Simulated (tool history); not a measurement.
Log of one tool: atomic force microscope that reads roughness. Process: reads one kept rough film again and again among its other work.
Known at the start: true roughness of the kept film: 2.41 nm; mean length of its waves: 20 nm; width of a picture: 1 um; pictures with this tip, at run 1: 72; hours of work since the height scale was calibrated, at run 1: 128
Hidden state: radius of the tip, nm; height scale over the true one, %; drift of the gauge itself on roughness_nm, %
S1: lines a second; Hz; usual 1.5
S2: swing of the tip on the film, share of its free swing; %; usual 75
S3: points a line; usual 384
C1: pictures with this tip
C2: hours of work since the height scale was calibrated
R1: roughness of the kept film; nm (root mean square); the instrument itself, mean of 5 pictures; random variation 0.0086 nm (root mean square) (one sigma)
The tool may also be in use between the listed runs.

{"run": 1, "day": 0.0, "S1": 1.5, "S2": 75, "S3": 384, "C1": 72, "C2": 128, "R1": 1.754}
{"run": 2, "day": 0.375, "S1": 1.3, "S2": 75, "S3": 384, "C1": 86, "C2": 132, "R1": 1.755}
{"run": 3, "day": 0.754, "S1": 1.5, "S2": 75, "S3": 384, "C1": 99, "C2": 136, "R1": 1.732}
{"run": 4, "day": 0.967, "S1": 1.5, "S2": 75, "S3": 384, "C1": 107, "C2": 138, "R1": 1.713}
{"run": 5, "day": 1.225, "S1": 1.5, "S2": 75, "S3": 384, "C1": 117, "C2": 141, "R1": 1.685}
{"run": 6, "day": 1.412, "S1": 1.5, "S2": 75, "S3": 384, "C1": 123, "C2": 143, "R1": 1.694}
{"run": 7, "day": 1.675, "S1": 1.7, "S2": 75, "S3": 384, "C1": 133, "C2": 146, "R1": 1.655}
{"day": 1.738, "done": "height scale calibrated on a step standard"}
{"run": 8, "day": 2.1, "S1": 1.7, "S2": 75, "S3": 384, "C1": 147, "C2": 4, "R1": 1.624}
{"run": 9, "day": 2.312, "S1": 1.65, "S2": 75, "S3": 384, "C1": 155, "C2": 6, "R1": 1.631}
{"run": 10, "day": 2.65, "S1": 1.65, "S2": 75, "S3": 384, "C1": 167, "C2": 10, "R1": 1.608}
{"run": 11, "day": 2.992, "S1": 1.5, "S2": 75, "S3": 390, "C1": 179, "C2": 13, "R1": 1.605}
{"run": 12, "day": 3.225, "S1": 3.73, "S2": 75, "S3": 390, "C1": 188, "C2": 16, "R1": 1.482}
{"day": 3.438, "done": "height scale calibrated on a step standard, once more"}
{"run": 13, "day": 3.458, "S1": 3.73, "S2": 75, "S3": 390, "C1": 195, "C2": 0, "R1": 1.454}
{"run": 14, "day": 3.842, "S1": 0.53, "S2": 75, "S3": 390, "C1": 209, "C2": 4, "R1": 1.63}
{"run": 15, "day": 4.104, "S1": 0.53, "S2": 75, "S3": 390, "C1": 219, "C2": 7, "R1": 1.605}
{"run": 16, "day": 4.292, "S1": 1.5, "S2": 75, "S3": 878, "C1": 225, "C2": 9, "R1": 1.557}
{"run": 17, "day": 4.612, "S1": 2.07, "S2": 75, "S3": 384, "C1": 237, "C2": 13, "R1": 1.492}
{"run": 18, "day": 4.812, "S1": 2.07, "S2": 75, "S3": 384, "C1": 244, "C2": 15, "R1": 1.489}
{"run": 19, "day": 5.008, "S1": 2.07, "S2": 75, "S3": 384, "C1": 251, "C2": 17, "R1": 1.485}
{"run": 20, "day": 5.258, "S1": 2.07, "S2": 75, "S3": 384, "C1": 261, "C2": 19, "R1": 1.473}
{"run": 21, "day": 5.496, "S1": 0.74, "S2": 62, "S3": 384, "C1": 269, "C2": 22, "R1": 1.558}
{"run": 22, "day": 5.833, "S1": 1, "S2": 83, "S3": 267, "C1": 281, "C2": 26, "R1": 1.46}
{"run": 23, "day": 6.05, "S1": 0.79, "S2": 68, "S3": 302, "C1": 289, "C2": 28, "R1": 1.519}
{"run": 24, "day": 6.275, "S1": 0.79, "S2": 68, "S3": 302, "C1": 298, "C2": 30, "R1": 1.499}
{"run": 25, "day": 6.538, "S1": 1.3, "S2": 68, "S3": 491, "C1": 307, "C2": 33, "R1": 1.487}

Forecast each of these 3 alternatives for the next run:
{"day": 6.642, "done": "new tip fitted"}
{"run": "A", "day": 6.788, "S1": 1.21, "S2": 88, "S3": 564, "C1": 6, "C2": 35, "R1": "?"}
{"day": 6.642, "done": "new tip fitted"}
{"run": "B", "day": 6.788, "S1": 1.29, "S2": 75, "S3": 772, "C1": 6, "C2": 35, "R1": "?"}
{"day": 6.642, "done": "new tip fitted"}
{"run": "C", "day": 6.788, "S1": 1.43, "S2": 78, "S3": 776, "C1": 6, "C2": 35, "R1": "?"}

run=A R1=1.862
run=B R1=1.938
run=C R1=1.921
Without the tool's hidden state the same runs would have given:
run=A R1=1.88
run=B R1=1.956
run=C R1=1.939

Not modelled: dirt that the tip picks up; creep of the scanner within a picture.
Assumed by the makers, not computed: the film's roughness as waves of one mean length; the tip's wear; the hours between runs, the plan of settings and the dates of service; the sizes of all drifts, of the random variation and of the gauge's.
